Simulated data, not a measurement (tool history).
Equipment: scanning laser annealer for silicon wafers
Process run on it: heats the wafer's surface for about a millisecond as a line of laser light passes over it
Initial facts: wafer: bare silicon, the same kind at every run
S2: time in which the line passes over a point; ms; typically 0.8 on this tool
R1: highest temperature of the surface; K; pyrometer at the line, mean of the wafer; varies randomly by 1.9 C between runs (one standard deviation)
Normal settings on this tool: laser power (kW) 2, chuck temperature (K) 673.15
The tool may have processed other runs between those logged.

run 1 hour=0 | laser_power_(kW)=2 S2=0.8 chuck_temperature_(K)=673.15 | R1=1484.15
run 2 hour=13.4 | laser_power_(kW)=2 S2=0.8 chuck_temperature_(K)=673.15 | R1=1484.15
run 3 hour=33.2 | laser_power_(kW)=2 S2=0.8 chuck_temperature_(K)=660.15 | R1=1470.15
run 4 hour=57 | laser_power_(kW)=2 S2=0.983 chuck_temperature_(K)=660.15 | R1=1544.15
run 5 hour=79.8 | laser_power_(kW)=2 S2=0.983 chuck_temperature_(K)=660.15 | R1=1541.15
run 6 hour=104.5 | laser_power_(kW)=2 S2=0.983 chuck_temperature_(K)=660.15 | R1=1543.15
run 7 hour=122.9 | laser_power_(kW)=2 S2=0.8 chuck_temperature_(K)=673.15 | R1=1478.15
run 8 hour=137.7 | laser_power_(kW)=1.93 S2=0.577 chuck_temperature_(K)=659.15 | R1=1327.15
run 9 hour=148.5 | laser_power_(kW)=1.822 S2=0.694 chuck_temperature_(K)=700.15 | R1=1370.15

What does the tool deliver on the next run?
run 10 hour=167.1 | laser_power_(kW)=2.181 S2=0.921 chuck_temperature_(K)=653.15 | R1=?

Run 10 came out at R1 1610.15 K.
Had the tool carried no hidden state, the very same run would have given R1 1644.15 K.

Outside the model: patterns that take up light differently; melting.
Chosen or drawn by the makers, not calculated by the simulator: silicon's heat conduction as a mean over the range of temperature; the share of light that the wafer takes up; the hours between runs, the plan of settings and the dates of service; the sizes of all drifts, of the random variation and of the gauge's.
